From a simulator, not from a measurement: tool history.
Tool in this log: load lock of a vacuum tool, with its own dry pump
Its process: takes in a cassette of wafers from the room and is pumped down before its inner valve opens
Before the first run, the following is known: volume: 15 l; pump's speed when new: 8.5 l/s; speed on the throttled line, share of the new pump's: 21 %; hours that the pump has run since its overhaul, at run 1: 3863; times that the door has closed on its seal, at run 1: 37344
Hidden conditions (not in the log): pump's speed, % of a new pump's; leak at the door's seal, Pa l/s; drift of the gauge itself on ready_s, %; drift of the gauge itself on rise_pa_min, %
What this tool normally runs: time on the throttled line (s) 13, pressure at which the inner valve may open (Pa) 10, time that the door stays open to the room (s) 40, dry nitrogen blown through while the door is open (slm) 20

| run | hour | time on the throttled line (s) | pressure at which the inner valve may open (Pa) | time that the door stays open to the room (s) | dry nitrogen blown through while the door is open (slm) | hours that the pump has run since its overhaul | times that the door has closed on its seal | incoming humidity of the room's air, % | time from the closed door until the inner valve may open (s) | rise of the pressure with all valves shut (Pa/min) |
|---|---|---|---|---|---|---|---|---|---|---|
| 1 | 0 | 13 | 10 | 40 | 20 | 3863 | 37344 | 45.8 | 27 | 0.203 |
| 2 | 288.5 | 13 | 10 | 30 | 20 | 4151 | 38268 | 45.9 | 27.2 | 0.204 |
| 3 | 597.5 | 13 | 10 | 45 | 20 | 4461 | 39258 | 45 | 27.4 | 0.219 |
| 4 | 978.4 | 13 | 10 | 40 | 20 | 4841 | 40478 | 42.4 | 27 | 0.223 |
| 5 | 1346.6 | 13 | 10 | 40 | 20 | 5210 | 41658 | 44.5 | 27.4 | 0.225 |
| 6 | 1646.6 | 13 | 10 | 40 | 20 | 5510 | 42619 | 47.1 | 27.1 | 0.243 |
| 7 | 1962 | 13 | 10 | 40 | 20 | 5825 | 43630 | 47.4 | 27.6 | 0.24 |
| 8 | 2140.3 | 13 | 17 | 40 | 20 | 6003 | 44201 | 47.2 | 26.5 | 0.256 |
| 9 | 2491.3 | 13 | 17 | 40 | 20 | 6354 | 45326 | 44.9 | 26.6 | 0.244 |
| 10 | 2772.2 | 13 | 17 | 40 | 20 | 6635 | 46226 | 47.8 | 26.6 | 0.263 |
| 11 | 3073.6 | 9 | 10 | 40 | 20 | 6937 | 47192 | 49.2 | 24.5 | 0.267 |
| 12 | 3291.6 | 9 | 10 | 40 | 20 | 7155 | 47890 | 45 | 24.6 | 0.273 |
|  | 3372.8 | door's seal changed, seat wiped |
| 13 | 3577 | 13 | 10 | 40 | 20 | 7438 | 655 | 46 | 27.7 | 0.046 |
| 14 | 3791.7 | 13 | 10 | 40 | 20 | 7653 | 1343 | 45.2 | 27.7 | 0.052 |
| 15 | 3996.8 | 13 | 10 | 40 | 20 | 7858 | 2000 | 44.1 | 27.8 | 0.051 |
| 16 | 4161.2 | 13 | 10 | 40 | 20 | 8023 | 2527 | 43.1 | 27.6 | 0.053 |
| 17 | 4459.7 | 13 | 10 | 40 | 20 | 8321 | 3483 | 47.2 | 27.7 | 0.061 |
| 18 | 4850.2 | 13 | 10 | 40 | 20 | 8712 | 4734 | 43.3 | 27.9 | 0.05 |
| 19 | 5136.9 | 13 | 10 | 40 | 20 | 8998 | 5653 | 44.7 | 27.8 | 0.058 |
| 20 | 5422.4 | 13 | 10 | 40 | 20 | 9284 | 6567 | 41.8 | 28.2 | 0.055 |
| 21 | 5630 | 13 | 10 | 40 | 20 | 9492 | 7233 | 46.9 | 28 | 0.061 |
| 22 | 5949 | 20 | 10 | 26 | 20 | 9810 | 8255 | 45.5 | 33.6 | 0.053 |
| 23 | 6164.6 | 20 | 10 | 26 | 20 | 10026 | 8946 | 45.6 | 33.3 | 0.058 |
| 24 | 6537.1 | 13 | 10 | 35 | 23 | 10399 | 10139 | 45.4 | 28 | 0.062 |
| 25 | 6824.2 | 26 | 10 | 111 | 23 | 10686 | 11059 | 48.8 | 38.1 | 0.114 |
| 26 | 7207.7 | 26 | 10 | 111 | 23 | 11069 | 12288 | 45.8 | 37.9 | 0.104 |
| 27 | 7558 | 24 | 10 | 34 | 23 | 11420 | 13410 | 45.4 | 36.5 | 0.069 |
| 28 | 7827.7 | 24 | 10 | 34 | 8 | 11689 | 14274 | 44.4 | 36.9 | 0.092 |
| 29 | 8216 | 24 | 10 | 34 | 8 | 12078 | 15519 | 46.1 | 36.6 | 0.099 |
| 30 | 8548.7 | 19 | 10 | 190 | 17 | 12410 | 16584 | 46.1 | 32.9 | 0.169 |
| 31 | 8806.5 | 19 | 10 | 190 | 17 | 12668 | 17411 | 43.7 | 32.9 | 0.171 |
| 32 | 9182.4 | 13 | 16 | 40 | 11 | 13044 | 18615 | 47.7 | 27.8 | 0.104 |
| 33 | 9439 | 13 | 14 | 55 | 11 | 13301 | 19437 | 41.2 | 27.9 | 0.116 |
| 34 | 9641.2 | 18 | 18 | 78 | 18 | 13503 | 20085 | 45.6 | 31.3 | 0.125 |
| 35 | 9953.9 | 24 | 10 | 35 | 20 | 13815 | 21087 | 46.1 | 37.1 | 0.1 |
| 36 | 10194.9 | 13 | 15 | 40 | 20 | 14056 | 21859 | 43.5 | 27.8 | 0.107 |
| 37 | 10486.3 | 13 | 15 | 40 | 20 | 14348 | 22793 | 45.3 | 27.9 | 0.111 |
| 38 | 10879.3 | 13 | 15 | 40 | 20 | 14741 | 24052 | 48 | 28 | 0.12 |

Here are 3 independent what-if runs from the current tool condition. What would each one return?
| A | 11129.9 | 13 | 15 | 37 | 7 | 14991 | 24855 | 43.2 | ? | ? |
| B | 11129.9 | 13 | 14 | 141 | 20 | 14991 | 24855 | 43 | ? | ? |
| C | 11129.9 | 13 | 10 | 85 | 18 | 14991 | 24855 | 46.7 | ? | ? |

| run | time from the closed door until the inner valve may open (s) | rise of the pressure with all valves shut (Pa/min) |
|---|---|---|
| A | 27.8 | 0.134 |
| B | 28.2 | 0.169 |
| C | 29.2 | 0.147 |
What these runs would have given with no unlogged condition in the tool:
| run | time from the closed door until the inner valve may open (s) | rise of the pressure with all valves shut (Pa/min) |
|---|---|---|
| A | 25.7 | 0.064 |
| B | 26 | 0.098 |
| C | 26.8 | 0.077 |
